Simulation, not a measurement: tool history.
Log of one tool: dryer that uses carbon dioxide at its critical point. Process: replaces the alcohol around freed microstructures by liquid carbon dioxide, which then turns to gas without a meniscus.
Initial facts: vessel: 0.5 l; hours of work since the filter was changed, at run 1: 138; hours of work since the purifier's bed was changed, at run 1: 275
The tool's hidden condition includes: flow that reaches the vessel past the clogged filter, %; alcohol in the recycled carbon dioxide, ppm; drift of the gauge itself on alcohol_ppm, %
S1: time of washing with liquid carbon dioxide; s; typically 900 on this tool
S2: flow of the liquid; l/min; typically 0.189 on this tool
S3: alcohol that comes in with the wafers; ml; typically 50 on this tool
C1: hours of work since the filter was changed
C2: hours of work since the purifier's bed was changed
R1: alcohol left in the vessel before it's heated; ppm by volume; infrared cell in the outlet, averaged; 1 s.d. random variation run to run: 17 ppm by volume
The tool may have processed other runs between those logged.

run,day,S1,S2,S3,C1,C2,R1
1,0,900,0.189,50,138,275,1603
2,0.442,900,0.189,50,145,283,1627
3,0.9,900,0.189,50,153,290,1662
4,1.362,900,0.189,50,161,298,1653
5,1.65,900,0.189,50,165,303,1640
6,1.904,900,0.189,109,170,307,3677
7,2.142,900,0.189,109,174,311,3745
8,2.383,900,0.189,50,178,315,1698
# day 2.9: inlet filter changed
9,2.912,900,0.189,50,0,323,1172
10,3.358,900,0.189,107,8,330,2465
11,3.579,900,0.189,107,11,334,2547
12,3.846,900,0.189,107,16,338,2535
13,4.288,900,0.189,107,23,346,2588
14,4.796,900,0.189,25,31,354,620
15,5.092,900,0.189,22,36,359,577
16,5.612,1080,0.125,20,45,368,1371
17,6.067,540,0.195,32,52,375,4319
18,6.342,1020,0.225,98,57,380,569
19,6.7,1200,0.146,98,63,386,2456
20,6.925,780,0.128,98,67,389,16023
21,7.312,780,0.128,98,73,396,16487
22,7.738,780,0.128,98,80,403,16504
23,8.175,1140,0.146,38,87,410,1201
24,8.675,1140,0.146,38,96,418,1261
25,9.012,1140,0.146,38,101,424,1293

Branching from run 25: 3 alternative next runs. What would each branch give?
A,9.233,1140,0.299,21,105,428,?
B,9.233,1440,0.189,101,105,428,?
C,9.233,960,0.146,30,105,428,?

run,R1
A,33
B,255
C,1885
The same runs, with their run-to-run variation unchanged, on a tool lacking any hidden condition would have given:
run,R1
A,2
B,144
C,1476
